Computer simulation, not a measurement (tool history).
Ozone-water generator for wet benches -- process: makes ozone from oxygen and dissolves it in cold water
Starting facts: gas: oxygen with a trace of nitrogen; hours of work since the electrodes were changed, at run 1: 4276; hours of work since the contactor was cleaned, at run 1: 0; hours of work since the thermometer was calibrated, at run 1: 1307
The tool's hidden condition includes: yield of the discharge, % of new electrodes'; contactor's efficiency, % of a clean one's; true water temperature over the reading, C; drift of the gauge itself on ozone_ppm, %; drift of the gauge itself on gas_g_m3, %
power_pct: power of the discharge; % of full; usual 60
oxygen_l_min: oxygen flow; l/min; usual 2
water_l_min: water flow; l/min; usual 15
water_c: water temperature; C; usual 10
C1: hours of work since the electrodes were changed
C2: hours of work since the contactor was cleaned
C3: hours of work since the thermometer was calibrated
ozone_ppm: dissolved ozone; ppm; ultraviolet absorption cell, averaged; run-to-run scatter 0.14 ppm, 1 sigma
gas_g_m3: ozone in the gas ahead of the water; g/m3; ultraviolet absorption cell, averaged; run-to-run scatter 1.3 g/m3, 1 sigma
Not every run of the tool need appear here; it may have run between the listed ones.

Run 1, day 0: usual settings; C1 4276; C2 0; C3 1307. Result: ozone_ppm 14.4 ppm, gas_g_m3 221.7 g/m3.
Run 2, day 5.854: usual settings but water_l_min 11 l/min; C1 4392; C2 116; C3 1423. Result: ozone_ppm 20.2 ppm, gas_g_m3 222 g/m3.
Run 3, day 12.629: usual settings but water_l_min 11 l/min; C1 4526; C2 250; C3 1557. Result: ozone_ppm 20.1 ppm, gas_g_m3 222.6 g/m3.
Run 4, day 16.446: usual settings but water_c 13 C; C1 4601; C2 326; C3 1633. Result: ozone_ppm 13.7 ppm, gas_g_m3 221.4 g/m3.
Run 5, day 22.688: usual settings but water_c 13 C; C1 4725; C2 449; C3 1756. Result: ozone_ppm 13.7 ppm, gas_g_m3 223.2 g/m3.
Run 6, day 26.583: usual settings but water_c 16 C; C1 4802; C2 526; C3 1834. Result: ozone_ppm 13.4 ppm, gas_g_m3 219.9 g/m3.
Run 7, day 29.817: usual settings but water_c 16 C; C1 4866; C2 590; C3 1898. Result: ozone_ppm 13.5 ppm, gas_g_m3 218.9 g/m3.
Run 8, day 34.142: usual settings but power_pct 47 % of full, oxygen_l_min 1.3 l/min, water_l_min 10 l/min, water_c 6 C; C1 4952; C2 676; C3 1983. Result: ozone_ppm 16.9 ppm, gas_g_m3 227.1 g/m3.
Run 9, day 40.296: usual settings but power_pct 47 % of full, oxygen_l_min 1.3 l/min, water_l_min 10 l/min, water_c 6 C; C1 5074; C2 798; C3 2105. Result: ozone_ppm 16.6 ppm, gas_g_m3 224.9 g/m3.
Run 10, day 44.879: usual settings but water_l_min 12 l/min, water_c 16 C; C1 5164; C2 888; C3 2196. Result: ozone_ppm 16.7 ppm, gas_g_m3 217.9 g/m3.
Run 11, day 51.888: usual settings but power_pct 43 % of full, water_l_min 12 l/min; C1 5303; C2 1027; C3 2334. Result: ozone_ppm 15.1 ppm, gas_g_m3 184.8 g/m3.
Run 12, day 56.738: usual settings but oxygen_l_min 3.53 l/min, water_l_min 11 l/min, water_c 15 C; C1 5399; C2 1123; C3 2430. Result: ozone_ppm 21.4 ppm, gas_g_m3 179.9 g/m3.
Run 13, day 59.871: usual settings but power_pct 73 % of full, oxygen_l_min 3.43 l/min, water_c 14 C; C1 5461; C2 1185; C3 2492. Result: ozone_ppm 17.7 ppm, gas_g_m3 199.8 g/m3.

3 ways to go on from here, each from the tool as it stands after run 13. What would each give?
Run A, day 63.317: usual settings but oxygen_l_min 1.24 l/min, water_c 5 C; C1 5529; C2 1253; C3 2561. Result: ozone_ppm ?, gas_g_m3 ?.
Run B, day 63.317: usual settings but power_pct 47 % of full, oxygen_l_min 3.08 l/min, water_c 14 C; C1 5529; C2 1253; C3 2561. Result: ozone_ppm ?, gas_g_m3 ?.
Run C, day 63.317: usual settings but oxygen_l_min 2.99 l/min; C1 5529; C2 1253; C3 2561. Result: ozone_ppm ?, gas_g_m3 ?.

run  ozone_ppm  gas_g_m3
  A       11.2     252.6
  B       13.7     166.8
  C         16     189.7
With no hidden state in the tool, these same runs would have given:
run  ozone_ppm  gas_g_m3
  A       12.7     283.3
  B       15.3     184.2
  C       18.1     212.9
